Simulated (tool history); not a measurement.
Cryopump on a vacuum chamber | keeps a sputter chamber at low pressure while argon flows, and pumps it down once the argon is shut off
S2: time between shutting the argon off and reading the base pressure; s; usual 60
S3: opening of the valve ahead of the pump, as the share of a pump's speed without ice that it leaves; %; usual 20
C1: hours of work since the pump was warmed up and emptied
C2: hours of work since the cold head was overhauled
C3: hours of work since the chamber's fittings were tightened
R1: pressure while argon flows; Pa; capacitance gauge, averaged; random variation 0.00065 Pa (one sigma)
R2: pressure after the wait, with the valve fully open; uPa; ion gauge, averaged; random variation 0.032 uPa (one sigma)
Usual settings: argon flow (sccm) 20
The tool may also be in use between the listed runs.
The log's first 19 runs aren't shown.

run 20 hour=333.7 | argon_flow_(sccm)=20 S2=234 S3=20 | C1=652 C2=652 C3=697 | R1=0.1103 R2=1.35
run 21 hour=356.6 | argon_flow_(sccm)=27 S2=20 S3=20 | C1=667 C2=667 C3=712 | R1=0.1506 R2=5.42
run 22 hour=378.9 | argon_flow_(sccm)=36 S2=203 S3=46 | C1=681 C2=681 C3=727 | R1=0.0933 R2=1.51
run 23 hour=395.7 | argon_flow_(sccm)=36 S2=203 S3=46 | C1=692 C2=692 C3=738 | R1=0.0925 R2=1.45
run 24 hour=408.3 | argon_flow_(sccm)=9 S2=203 S3=16 | C1=701 C2=701 C3=746 | R1=0.0616 R2=1.48
run 25 hour=424 | argon_flow_(sccm)=9 S2=203 S3=16 | C1=711 C2=711 C3=756 | R1=0.062 R2=1.51
run 26 hour=445.8 | argon_flow_(sccm)=9 S2=203 S3=16 | C1=725 C2=725 C3=771 | R1=0.062 R2=1.53
run 27 hour=462.3 | argon_flow_(sccm)=25 S2=140 S3=28 | C1=736 C2=736 C3=781 | R1=0.101 R2=1.73
run 28 hour=486.7 | argon_flow_(sccm)=25 S2=140 S3=28 | C1=752 C2=752 C3=797 | R1=0.1018 R2=1.74
run 29 hour=504.4 | argon_flow_(sccm)=25 S2=140 S3=28 | C1=763 C2=763 C3=809 | R1=0.1028 R2=1.81

Forecast run 30:
run 30 hour=527.6 | argon_flow_(sccm)=20 S2=197 S3=27 | C1=779 C2=779 C3=824 | R1=? R2=?

Run 30 gave R1 0.0841 Pa, R2 1.62 uPa.
Without the tool's hidden state the same run would have given R1 0.0774 Pa, R2 0.62 uPa.
